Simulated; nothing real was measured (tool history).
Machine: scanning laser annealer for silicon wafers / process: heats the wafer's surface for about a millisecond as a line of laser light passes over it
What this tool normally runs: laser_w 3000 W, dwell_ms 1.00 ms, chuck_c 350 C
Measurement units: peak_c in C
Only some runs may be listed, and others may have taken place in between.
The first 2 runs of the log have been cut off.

| run | day | laser_w | dwell_ms | chuck_c | peak_c |
|---|---|---|---|---|---|
| 3 | 0.954 | 3000 | 1.00 | 335 | 1058 |
| 4 | 1.458 | 3000 | 1.00 | 335 | 1055 |
| 5 | 1.804 | 3000 | 1.00 | 350 | 1067 |
| 6 | 2.021 | 3000 | 0.92 | 350 | 1038 |
| 7 | 2.533 | 3000 | 1.00 | 350 | 1068 |
| 8 | 2.946 | 3000 | 1.13 | 350 | 1117 |
| 9 | 3.446 | 3000 | 1.13 | 350 | 1114 |
| 10 | 3.888 | 3000 | 1.13 | 350 | 1120 |
| 11 | 4.271 | 3000 | 1.00 | 350 | 1068 |
|  | 4.517 | optics aligned, line set to its width |
| 12 | 4.725 | 3000 | 1.00 | 354 | 1072 |
| 13 | 5.083 | 3000 | 1.00 | 354 | 1069 |
| 14 | 5.575 | 3000 | 1.00 | 354 | 1076 |
| 15 | 5.825 | 3000 | 1.00 | 350 | 1067 |
|  | 6.083 | optics aligned, line set to its width, once more |
| 16 | 6.279 | 3000 | 1.00 | 350 | 1072 |
| 17 | 6.758 | 3000 | 1.00 | 350 | 1070 |
| 18 | 7.146 | 3000 | 1.00 | 350 | 1067 |
| 19 | 7.421 | 3000 | 1.20 | 350 | 1142 |
| 20 | 7.850 | 3298 | 0.74 | 365 | 1049 |
| 21 | 8.329 | 3298 | 0.74 | 365 | 1046 |
| 22 | 8.700 | 2693 | 0.89 | 375 | 978 |
| 23 | 9.062 | 2594 | 0.89 | 311 | 891 |
| 24 | 9.379 | 2594 | 0.89 | 311 | 892 |
| 25 | 9.875 | 2989 | 1.21 | 388 | 1180 |
| 26 | 10.375 | 2989 | 1.21 | 381 | 1172 |

Run 27 comes next. What will it give?
| 27 | 10.867 | 2668 | 0.92 | 350 | ? |

Run 27 measured peak_c 955 C.
On a tool with no hidden condition, and with the same random variation, this run would have come out at peak_c 965 C.
